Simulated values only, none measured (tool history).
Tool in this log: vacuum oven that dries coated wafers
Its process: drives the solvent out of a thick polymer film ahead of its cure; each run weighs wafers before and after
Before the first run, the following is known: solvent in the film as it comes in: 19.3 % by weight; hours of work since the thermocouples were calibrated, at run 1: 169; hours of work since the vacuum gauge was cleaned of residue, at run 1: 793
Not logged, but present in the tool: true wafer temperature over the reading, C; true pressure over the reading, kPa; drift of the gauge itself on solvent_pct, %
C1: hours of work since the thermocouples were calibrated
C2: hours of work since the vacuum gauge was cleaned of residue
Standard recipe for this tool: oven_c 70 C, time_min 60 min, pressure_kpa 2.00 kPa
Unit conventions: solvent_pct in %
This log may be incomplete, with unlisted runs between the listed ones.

{"run": 1, "hour": 0.0, "oven_c": 70, "time_min": 60, "pressure_kpa": 2.0, "C1": 169, "C2": 793, "solvent_pct": 1.88}
{"run": 2, "hour": 17.0, "oven_c": 70, "time_min": 60, "pressure_kpa": 2.0, "C1": 180, "C2": 804, "solvent_pct": 1.83}
{"run": 3, "hour": 30.4, "oven_c": 70, "time_min": 60, "pressure_kpa": 2.0, "C1": 189, "C2": 813, "solvent_pct": 1.88}
{"run": 4, "hour": 40.4, "oven_c": 70, "time_min": 60, "pressure_kpa": 2.0, "C1": 196, "C2": 820, "solvent_pct": 1.86}
{"run": 5, "hour": 52.0, "oven_c": 70, "time_min": 60, "pressure_kpa": 2.0, "C1": 204, "C2": 828, "solvent_pct": 1.83}
{"run": 6, "hour": 63.8, "oven_c": 70, "time_min": 71, "pressure_kpa": 2.0, "C1": 212, "C2": 836, "solvent_pct": 1.38}
{"run": 7, "hour": 75.5, "oven_c": 70, "time_min": 60, "pressure_kpa": 2.0, "C1": 220, "C2": 843, "solvent_pct": 1.82}
{"run": 8, "hour": 90.6, "oven_c": 70, "time_min": 60, "pressure_kpa": 2.0, "C1": 230, "C2": 853, "solvent_pct": 1.77}
{"run": 9, "hour": 106.5, "oven_c": 70, "time_min": 60, "pressure_kpa": 2.0, "C1": 240, "C2": 864, "solvent_pct": 1.78}
{"run": 10, "hour": 122.9, "oven_c": 70, "time_min": 60, "pressure_kpa": 2.0, "C1": 251, "C2": 875, "solvent_pct": 1.76}
{"run": 11, "hour": 137.1, "oven_c": 70, "time_min": 60, "pressure_kpa": 2.23, "C1": 261, "C2": 884, "solvent_pct": 1.89}
{"run": 12, "hour": 147.5, "oven_c": 70, "time_min": 60, "pressure_kpa": 2.23, "C1": 268, "C2": 891, "solvent_pct": 1.86}
{"run": 13, "hour": 160.4, "oven_c": 67, "time_min": 60, "pressure_kpa": 2.0, "C1": 276, "C2": 900, "solvent_pct": 2.67}
{"run": 14, "hour": 170.2, "oven_c": 67, "time_min": 60, "pressure_kpa": 2.0, "C1": 283, "C2": 906, "solvent_pct": 2.68}
{"run": 15, "hour": 188.2, "oven_c": 67, "time_min": 60, "pressure_kpa": 2.0, "C1": 295, "C2": 919, "solvent_pct": 2.72}
{"run": 16, "hour": 206.5, "oven_c": 70, "time_min": 60, "pressure_kpa": 2.0, "C1": 307, "C2": 931, "solvent_pct": 1.71}
{"run": 17, "hour": 217.9, "oven_c": 70, "time_min": 60, "pressure_kpa": 2.0, "C1": 315, "C2": 938, "solvent_pct": 1.7}
{"run": 18, "hour": 233.1, "oven_c": 77, "time_min": 60, "pressure_kpa": 2.0, "C1": 325, "C2": 949, "solvent_pct": 0.63}
{"run": 19, "hour": 246.2, "oven_c": 81, "time_min": 73, "pressure_kpa": 2.0, "C1": 333, "C2": 957, "solvent_pct": 0.5}
{"run": 20, "hour": 254.0, "oven_c": 70, "time_min": 103, "pressure_kpa": 1.96, "C1": 339, "C2": 962, "solvent_pct": 0.88}
{"run": 21, "hour": 263.0, "oven_c": 70, "time_min": 103, "pressure_kpa": 1.96, "C1": 345, "C2": 968, "solvent_pct": 0.84}
{"run": 22, "hour": 274.4, "oven_c": 70, "time_min": 103, "pressure_kpa": 1.96, "C1": 352, "C2": 976, "solvent_pct": 0.87}
{"run": 23, "hour": 281.8, "oven_c": 62, "time_min": 83, "pressure_kpa": 6.15, "C1": 357, "C2": 981, "solvent_pct": 4.89}
{"run": 24, "hour": 293.1, "oven_c": 62, "time_min": 83, "pressure_kpa": 6.15, "C1": 365, "C2": 989, "solvent_pct": 4.93}
{"run": 25, "hour": 307.4, "oven_c": 68, "time_min": 72, "pressure_kpa": 1.12, "C1": 374, "C2": 998, "solvent_pct": 1.42}
{"run": 26, "hour": 316.4, "oven_c": 68, "time_min": 72, "pressure_kpa": 1.12, "C1": 380, "C2": 1004, "solvent_pct": 1.42}
{"run": 27, "hour": 325.7, "oven_c": 70, "time_min": 85, "pressure_kpa": 2.0, "C1": 386, "C2": 1010, "solvent_pct": 0.98}
{"run": 28, "hour": 337.0, "oven_c": 70, "time_min": 85, "pressure_kpa": 2.0, "C1": 394, "C2": 1018, "solvent_pct": 1.01}
{"run": 29, "hour": 351.4, "oven_c": 55, "time_min": 85, "pressure_kpa": 2.28, "C1": 404, "C2": 1027, "solvent_pct": 6.36}
{"hour": 356.7, "done": "vacuum gauge cleaned of residue and calibrated"}
{"run": 30, "hour": 369.6, "oven_c": 55, "time_min": 85, "pressure_kpa": 2.28, "C1": 415, "C2": 9, "solvent_pct": 6.3}
{"run": 31, "hour": 382.1, "oven_c": 57, "time_min": 73, "pressure_kpa": 2.19, "C1": 423, "C2": 17, "solvent_pct": 6.03}
{"run": 32, "hour": 400.2, "oven_c": 60, "time_min": 36, "pressure_kpa": 2.19, "C1": 435, "C2": 29, "solvent_pct": 8.36}
{"run": 33, "hour": 408.7, "oven_c": 70, "time_min": 60, "pressure_kpa": 5.3, "C1": 441, "C2": 35, "solvent_pct": 2.66}
{"run": 34, "hour": 421.5, "oven_c": 70, "time_min": 60, "pressure_kpa": 5.3, "C1": 449, "C2": 43, "solvent_pct": 2.74}
{"run": 35, "hour": 429.1, "oven_c": 66, "time_min": 44, "pressure_kpa": 2.0, "C1": 455, "C2": 48, "solvent_pct": 4.27}
{"run": 36, "hour": 440.2, "oven_c": 82, "time_min": 44, "pressure_kpa": 1.23, "C1": 462, "C2": 56, "solvent_pct": 0.38}

Hidden state or all else? Some run-to-run changes of solvent_pct, split into what the settings, what came in and random variation would give without the hidden state, and what is left for the hidden state (with any gauge scatter that isn't in both results):
Run 22 -> 23: oven_c 70 -> 62, time_min 103 -> 83, pressure_kpa 1.96 -> 6.15. solvent_pct +4.02 %: hidden state -0.27, all else +4.29.
Run 28 -> 29: oven_c 70 -> 55, pressure_kpa 2.00 -> 2.28. solvent_pct +5.35 %: hidden state -0.32, all else +5.67.
Run 32 -> 33: oven_c 60 -> 70, time_min 36 -> 60, pressure_kpa 2.19 -> 5.30. solvent_pct -5.70 %: hidden state +0.17, all else -5.87.
Run 35 -> 36: oven_c 66 -> 82, pressure_kpa 2.00 -> 1.23. solvent_pct -3.89 %: hidden state +0.39, all else -4.28.
